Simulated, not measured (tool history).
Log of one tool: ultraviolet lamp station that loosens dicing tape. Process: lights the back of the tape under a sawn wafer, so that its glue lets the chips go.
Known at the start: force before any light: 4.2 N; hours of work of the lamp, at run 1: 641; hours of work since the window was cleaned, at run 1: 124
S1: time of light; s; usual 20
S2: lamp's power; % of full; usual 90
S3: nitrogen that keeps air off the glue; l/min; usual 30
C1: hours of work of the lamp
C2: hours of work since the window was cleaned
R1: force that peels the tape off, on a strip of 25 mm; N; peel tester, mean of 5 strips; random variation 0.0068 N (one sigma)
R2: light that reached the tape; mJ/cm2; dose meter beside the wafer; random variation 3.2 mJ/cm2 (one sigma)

run	hour	S1	S2	S3	C1	C2	R1	R2
1	0.0	20	90	30	641	124	0.309	376
2	50.4	20	61	30	668	151	0.543	248
3	100.6	20	61	30	695	178	0.599	238
4	173.1	20	90	25	733	216	0.357	340
5	224.8	20	89	30	761	244	0.365	322
6	281.2	20	90	30	792	275	0.365	323
# hour 287.2: window cleaned of glue's vapour
7	347.4	20	91	30	827	32	0.419	303
8	412.3	20	91	30	862	67	0.431	292
# hour 476.2: window cleaned of glue's vapour, once more
9	500.9	20	91	30	909	13	0.316	354
10	552.1	20	90	38	936	41	0.314	339
11	630.6	20	90	38	979	83	0.346	326
12	698.8	20	63	38	1015	120	0.620	218
13	746.3	20	90	30	1041	145	0.414	305
14	797.3	20	90	11	1068	172	0.597	297
15	847.1	19	90	11	1095	199	0.693	276
16	911.3	19	90	11	1129	234	0.746	261
# hour 940.8: lamp changed
# hour 995.1: window cleaned of glue's vapour
17	1006.1	19	90	11	35	6	0.305	470
18	1063.7	19	90	11	66	37	0.332	464
19	1133.6	23	90	30	103	74	0.222	549
20	1221.6	20	90	27	150	122	0.257	456
21	1270.4	20	71	30	177	148	0.326	348
22	1367.5	20	90	34	229	200	0.266	420
23	1446.5	20	90	22	271	242	0.317	400
# hour 1512.0: window cleaned of glue's vapour
24	1512.6	20	90	22	306	0	0.252	464
25	1608.9	20	90	22	358	52	0.272	438
26	1666.1	20	76	9	389	83	0.522	358
27	1751.0	12	85	10	434	128	0.919	226
28	1810.4	12	85	10	466	160	0.993	223
29	1884.5	17	66	22	506	200	0.656	232
30	1946.8	17	66	22	539	233	0.715	230
31	1995.5	32	74	30	566	260	0.246	465
# hour 2031.6: window cleaned of glue's vapour
32	2084.0	19	94	23	613	28	0.316	406
33	2179.9	19	75	30	664	80	0.404	305
34	2222.7	19	75	30	687	103	0.423	297
35	2308.4	34	96	32	733	149	0.203	649
36	2398.6	35	65	26	782	197	0.269	428
37	2457.5	35	93	9	813	229	0.255	596
38	2539.9	35	93	9	857	273	0.277	567
# hour 2551.7: window cleaned of glue's vapour
39	2607.6	35	93	9	894	30	0.243	644
40	2661.0	35	93	9	922	59	0.244	628
41	2721.0	11	75	11	954	91	1.391	151
42	2801.1	28	75	11	997	134	0.439	377

Measured less the same run without the tool's hidden state. The same run-to-run variation is in both; the gauge's scatter may not be:
The hidden state here: lamp's light, % of a new lamp's; light that the window lets through, % of a clean one's; drift of the gauge itself on peel_n, %; drift of the gauge itself on dose_mj_cm2, %.
run	R1	R2
1	+0.075	-137
2	+0.218	-100
3	+0.255	-107
4	+0.128	-171
5	+0.136	-177
6	+0.142	-192
7	+0.188	-220
8	+0.213	-232
9	+0.096	-160
10	+0.095	-170
11	+0.119	-183
12	+0.312	-137
13	+0.177	-206
14	+0.322	-215
15	+0.389	-214
16	+0.444	-225
17	+0.007	-10
18	+0.019	-22
19	+0.007	-45
20	+0.023	-60
21	+0.054	-55
22	+0.034	-92
23	+0.066	-108
24	+0.022	-51
25	+0.035	-74
26	+0.127	-72
27	+0.252	-60
28	+0.304	-67
29	+0.242	-83
30	+0.283	-90
31	+0.035	-203
32	+0.066	-110
33	+0.126	-101
34	+0.142	-109
35	+0.006	-283
36	+0.059	-218
37	+0.052	-333
38	+0.066	-360
39	+0.034	-277
40	+0.040	-300
41	+0.551	-81
42	+0.192	-224

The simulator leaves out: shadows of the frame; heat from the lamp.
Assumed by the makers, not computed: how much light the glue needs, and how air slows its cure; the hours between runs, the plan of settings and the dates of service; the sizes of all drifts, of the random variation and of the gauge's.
